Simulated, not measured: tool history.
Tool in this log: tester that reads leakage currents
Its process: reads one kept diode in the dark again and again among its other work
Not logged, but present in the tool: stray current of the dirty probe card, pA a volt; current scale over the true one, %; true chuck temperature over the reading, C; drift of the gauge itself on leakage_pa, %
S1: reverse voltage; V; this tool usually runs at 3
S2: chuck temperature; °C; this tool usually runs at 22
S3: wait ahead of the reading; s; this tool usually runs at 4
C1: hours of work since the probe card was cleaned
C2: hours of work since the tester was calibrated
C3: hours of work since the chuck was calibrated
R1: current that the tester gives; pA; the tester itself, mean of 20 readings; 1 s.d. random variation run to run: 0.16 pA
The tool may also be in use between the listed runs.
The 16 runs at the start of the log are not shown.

run	hour	S1	S2	S3	C1	C2	C3	R1
17	2071.9	4.08	22	4	472	3741	521	56.3
18	2181.1	4.08	22	4	556	3826	605	56.04
19	2309	3	22	1.24	655	3925	704	48.64
20	2432.7	3.59	21	0.67	751	4021	800	49.7
21	2560.9	3.59	21	0.67	850	4120	899	49.65
22	2714.7	6.77	21	0.67	969	4239	1018	70.24
23	2877	1.09	42	6.48	1095	4364	1144	117.75
24	3027.3	10.12	43	0.6	1211	4480	1260	385.6
25	3143.7	10.12	34	9.26	1301	4570	1350	206.15
26	3239.6	4.81	22	4	1375	4645	1424	59.89
27	3346.8	4.81	22	4	1458	4728	1507	59.76
28	3427.1	3.13	28	4	1520	4790	1569	73.4
29	3548.6	1.41	30	0.4	1614	4884	1663	57.17
30	3688.9	3.12	50	0.92	1723	4992	1772	324.39
31	3819.4	3.12	50	0.92	1824	5093	1872	323.49
32	3901.6	3.12	50	0.92	1887	5157	1936	321.01
33	4030	3.12	50	0.92	1986	5256	2035	318.61

Estimate the outcome of run 34 from the log above:
34	4182	2.61	25	0.89	2104	5374	2153	?

Run 34 produced R1 53.32 pA.
The same run, on a tool lacking any hidden state, would have yielded R1 59.71 pA.
